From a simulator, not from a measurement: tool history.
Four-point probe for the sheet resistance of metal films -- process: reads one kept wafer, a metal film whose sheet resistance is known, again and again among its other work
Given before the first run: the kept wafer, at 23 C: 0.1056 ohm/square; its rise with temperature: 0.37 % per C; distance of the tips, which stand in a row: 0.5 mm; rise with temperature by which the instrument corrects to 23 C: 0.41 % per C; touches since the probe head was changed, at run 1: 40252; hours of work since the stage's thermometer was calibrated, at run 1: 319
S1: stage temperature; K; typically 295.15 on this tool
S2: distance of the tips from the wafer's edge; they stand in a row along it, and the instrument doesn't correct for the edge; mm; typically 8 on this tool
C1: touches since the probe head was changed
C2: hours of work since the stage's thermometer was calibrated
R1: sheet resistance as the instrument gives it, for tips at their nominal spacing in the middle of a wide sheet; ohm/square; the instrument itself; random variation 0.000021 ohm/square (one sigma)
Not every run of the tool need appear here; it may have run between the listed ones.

run	hour	S1	S2	C1	C2	R1
1	0	295.15	8	40252	319	0.106357
2	24	295.15	8	40919	335	0.106369
3	38.3	299.15	8	41314	345	0.106194
4	49.2	299.15	8	41620	352	0.106214
5	70.8	295.15	8	42218	367	0.10639
6	82.8	295.15	8	42553	375	0.106374
7	99.2	295.15	33	43008	386	0.106157
8	121.6	294.15	37	43631	402	0.106236
9	143.7	308.15	8	44244	417	0.105876
10	162.9	294.15	8	44777	430	0.106429
11	183.4	292.15	17	45348	444	0.106366
12	197.9	292.15	27	45752	454	0.106376
13	213.6	292.15	27	46187	464	0.106359

Alternative continuations, all from the tool just after run 13; predict every row:
A	227.3	303.15	3	46566	474	?
B	227.3	308.15	60	46566	474	?
C	227.3	294.15	4	46566	474	?
D	227.3	292.15	8	46566	474	?

run	R1
A	0.10747
B	0.105689
C	0.10717
D	0.106559
With no hidden state in the tool, these same runs would have given:
run	R1
A	0.106878
B	0.105105
C	0.106581
D	0.105974
